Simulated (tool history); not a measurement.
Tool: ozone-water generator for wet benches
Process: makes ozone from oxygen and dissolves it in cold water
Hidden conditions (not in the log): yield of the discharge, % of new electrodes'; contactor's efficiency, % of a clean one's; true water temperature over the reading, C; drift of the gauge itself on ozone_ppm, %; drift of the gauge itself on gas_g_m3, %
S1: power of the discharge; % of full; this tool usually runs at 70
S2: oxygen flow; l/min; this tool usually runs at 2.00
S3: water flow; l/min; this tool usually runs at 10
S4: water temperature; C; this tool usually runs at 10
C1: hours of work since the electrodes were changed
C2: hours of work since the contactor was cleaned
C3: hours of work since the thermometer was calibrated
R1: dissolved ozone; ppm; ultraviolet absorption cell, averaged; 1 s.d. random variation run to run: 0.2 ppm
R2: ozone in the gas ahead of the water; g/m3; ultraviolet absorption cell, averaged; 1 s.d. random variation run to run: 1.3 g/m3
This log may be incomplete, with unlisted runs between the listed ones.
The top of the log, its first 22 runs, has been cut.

run	day	S1	S2	S3	S4	C1	C2	C3	R1	R2
23	39.279	70	2.00	12	8	2261	7875	599	21.6	235.4
24	41.483	100	2.00	15	10	2309	7923	647	20.3	286.8
25	43.225	100	2.00	15	10	2347	7961	685	20.6	286.1
26	44.133	100	2.00	15	6	2367	7981	705	20.8	285.7
27	45.575	65	1.40	7	6	2399	8012	737	34.8	291.7
28	47.675	65	1.60	15	10	2445	8058	783	15.6	262.7
29	49.312	40	1.24	12	17	2480	8094	818	14.4	242.1
30	50.971	67	2.00	12	10	2517	8130	855	20.6	230.6
31	51.946	67	2.00	12	10	2538	8152	876	20.1	229.9
32	53.496	67	2.00	12	10	2572	8186	910	20.3	228.7

Alternative continuations, all from the tool just after run 32; predict every row:
A	55.442	68	1.70	10	6	2614	8228	952	?	?
B	55.442	70	2.00	6	10	2614	8228	952	?	?
C	55.442	45	1.56	10	10	2614	8228	952	?	?

run	R1	R2
A	25.5	255.6
B	38.0	233.4
C	19.7	219.2
Without the tool's unlogged condition, the same runs would have read:
run	R1	R2
A	28.9	271.2
B	42.1	248.0
C	22.0	229.4

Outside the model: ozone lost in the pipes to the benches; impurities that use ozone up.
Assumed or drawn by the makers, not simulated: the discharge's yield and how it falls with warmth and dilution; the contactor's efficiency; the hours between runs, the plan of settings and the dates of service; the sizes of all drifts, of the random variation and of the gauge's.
